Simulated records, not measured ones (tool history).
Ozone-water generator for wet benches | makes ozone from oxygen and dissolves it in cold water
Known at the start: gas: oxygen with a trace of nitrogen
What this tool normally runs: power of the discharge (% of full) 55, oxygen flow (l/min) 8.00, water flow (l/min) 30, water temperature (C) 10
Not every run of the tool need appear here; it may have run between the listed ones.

run    hour  power of the discharge (% of full)  oxygen flow (l/min)  water flow (l/min)  water temperature (C)  dissolved ozone (ppm)  ozone in the gas ahead of the water (g/m3)
  1     0.0                                  55                 8.00                  30                     10                   15.3                                       148.5
  2   181.5                                  55                 8.00                  30                     10                   15.1                                       148.0
  3   351.8                                  55                 8.00                  30                     10                   15.0                                       147.5
  4   519.4                                  55                 8.00                  30                     10                   15.1                                       148.4
  5   667.1                                  55                 8.00                  30                     10                   14.8                                       147.4
  6   760.9                                  55                 8.00                  30                     10                   14.9                                       146.0
  7   849.5                                  53                 8.00                  30                     10                   14.6                                       142.8
  8   994.0                                  55                 8.00                  30                      8                   15.1                                       145.3
  9  1117.8                                  55                 8.00                  30                      8                   15.3                                       144.5
 10  1304.9                                  55                 8.00                  30                      8                   14.9                                       144.5
 11  1385.3                                  55                 8.00                  44                     10                   10.3                                       145.9
     1407.7  -- contactor cleaned
 12  1578.4                                  55                 8.00                  44                     10                    9.5                                       145.4
 13  1666.2                                  55                 8.00                  44                     10                    9.5                                       146.2
     1697.2  -- contactor cleaned, once more
 14  1856.0                                  55                 8.00                  44                     10                   10.9                                       145.5
 15  2045.8                                  55                 8.00                  44                     10                   10.7                                       144.6
 16  2187.6                                  55                 8.00                  44                     10                   10.7                                       144.9
 17  2280.8                                  55                 8.00                  44                     10                   10.7                                       144.1
 18  2431.4                                  53                11.60                  38                      8                   12.9                                       114.7
 19  2595.2                                  53                11.60                  38                      8                   12.8                                       116.8
 20  2736.7                                  54                 4.93                  21                     15                   18.5                                       183.7
 21  2908.8                                  54                 4.93                  21                     15                   18.5                                       182.5
 22  3015.3                                  54                 4.93                  21                     15                   18.8                                       180.8
 23  3118.5                                  55                 8.00                  30                     16                   14.0                                       141.8
 24  3255.6                                  55                 8.00                  30                     16                   14.0                                       143.2
 25  3343.2                                  55                 8.00                  30                     16                   13.8                                       141.0
     3362.9  -- water thermometer calibrated
 26  3446.2                                  96                 8.00                  30                      8                   22.6                                       204.9
 27  3563.7                                  93                 8.00                  30                     17                   19.4                                       200.1
 28  3725.0                                  54                13.90                  33                     14                   13.0                                       104.4
 29  3885.7                                  56                 5.72                  29                     12                   14.8                                       170.3
 30  3966.3                                  56                 5.72                  29                     12                   14.9                                       170.5
 31  4137.4                                  56                 5.72                  29                     12                   14.5                                       169.2
 32  4289.6                                  54                 5.72                  29                      5                   15.1                                       164.8

Here are 4 independent what-if runs from the current tool condition. What would each one return?
  A  4450.8                                  54                 5.72                  29                      5                      ?                                           ?
  B  4450.8                                  88                11.96                  29                      9                      ?                                           ?
  C  4450.8                                  54                 5.72                  29                      5                      ?                                           ?
  D  4450.8                                  73                 5.72                  23                      5                      ?                                           ?

run  dissolved ozone (ppm)  ozone in the gas ahead of the water (g/m3)
  A                   15.4                                       165.0
  B                   21.3                                       156.5
  C                   15.3                                       166.3
  D                   23.0                                       200.4
With the hidden condition removed and each run's random variation left untouched, the same runs would have given:
run  dissolved ozone (ppm)  ozone in the gas ahead of the water (g/m3)
  A                   16.8                                       176.0
  B                   24.0                                       171.2
  C                   16.7                                       177.3
  D                   25.5                                       217.0
